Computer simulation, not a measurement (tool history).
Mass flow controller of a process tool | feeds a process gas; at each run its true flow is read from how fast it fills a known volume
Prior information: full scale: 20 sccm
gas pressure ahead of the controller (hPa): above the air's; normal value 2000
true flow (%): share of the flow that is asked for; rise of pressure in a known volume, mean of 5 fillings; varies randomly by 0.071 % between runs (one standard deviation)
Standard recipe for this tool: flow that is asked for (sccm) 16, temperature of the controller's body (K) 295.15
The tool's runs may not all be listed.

run,hour,flow that is asked for (sccm),gas pressure ahead of the controller (hPa),temperature of the controller's body (K),true flow (%)
1,0.0,16,2000,295.15,100.22
2,412.5,16,2000,294.15,100.22
3,893.0,16,2000,295.15,100.15
4,1237.6,16,2000,295.15,100.34
# hour 1454.6: controller exchanged for a calibrated one
5,1454.6,17,2000,295.15,100.22
6,1924.1,16,2000,309.15,99.05
7,2156.2,16,2000,309.15,98.98
8,2640.2,16,2000,309.15,99.11
9,2877.1,16,2000,309.15,99.02
10,3361.8,16,2000,306.15,99.45
11,3627.8,9,2230,299.15,99.92
12,3946.8,9,2230,299.15,99.92
13,4418.3,16,1580,311.15,99.01
14,4646.1,16,1580,311.15,99.19
15,5150.3,16,1580,299.15,100.31
16,5391.2,16,1580,299.15,100.37
17,5708.0,16,1580,299.15,100.25
18,6220.5,4,2000,295.15,100.18
19,6676.4,9,1880,294.15,100.68

Alternative continuations, all from the tool just after run 19; predict every row:
# hour 7128.2: controller's zero set anew
A,7179.6,7,1530,309.15,?
# hour 7128.2: controller's zero set anew
B,7179.6,6,1460,302.15,?
# hour 7128.2: controller's zero set anew
C,7179.6,19,1520,297.15,?

run,true flow (%)
A,99.09
B,99.74
C,100.77
Without the tool's unlogged condition, the same runs would have read:
run,true flow (%)
A,98.24
B,98.88
C,99.90
